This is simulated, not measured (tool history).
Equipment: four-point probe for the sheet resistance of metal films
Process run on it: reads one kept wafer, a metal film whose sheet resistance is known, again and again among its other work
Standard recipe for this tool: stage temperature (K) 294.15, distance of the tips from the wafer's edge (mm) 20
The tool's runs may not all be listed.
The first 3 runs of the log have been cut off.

run    hour  stage temperature (K)  distance of the tips from the wafer's edge (mm)  sheet resistance as the instrument gives it (ohm/square)
  4   171.2                 294.15                                               20                                                  0.848224
  5   239.8                 294.15                                               20                                                  0.848143
  6   297.1                 294.15                                               20                                                  0.848089
      310.8  -- stage's thermometer calibrated
  7   357.4                 301.15                                               20                                                  0.846572
  8   397.2                 294.15                                               20                                                  0.846979
  9   437.3                 298.15                                               20                                                  0.846135
 10   487.7                 294.15                                               20                                                  0.846406
 11   533.8                 294.15                                               20                                                  0.846795
 12   604.7                 294.15                                               20                                                  0.845864
 13   657.6                 294.15                                               38                                                  0.845896
 14   697.7                 292.15                                               20                                                  0.846067
 15   766.1                 292.15                                               20                                                  0.845953
 16   824.6                 293.15                                               20                                                  0.845739
 17   872.0                 293.15                                               20                                                  0.845675
 18   927.6                 293.15                                               20                                                  0.845486
 19  1014.4                 293.15                                               20                                                  0.845107
 20  1056.4                 294.15                                               35                                                  0.844716
 21  1102.8                 294.15                                               35                                                  0.844367
 22  1164.8                 294.15                                               13                                                  0.845326
 23  1215.1                 295.15                                               20                                                  0.844545
 24  1278.4                 294.15                                                5                                                  0.851157
 25  1318.7                 296.15                                               13                                                  0.844611

The next listed run, before its measurement:
 26  1360.1                 303.15                                               57                                                         ?

{"run 26": {"sheet resistance as the instrument gives it (ohm/square)": 0.842449}}
On a tool with no hidden condition, and with the same random variation, this run would have come out at sheet resistance as the instrument gives it (ohm/square) 0.850959.
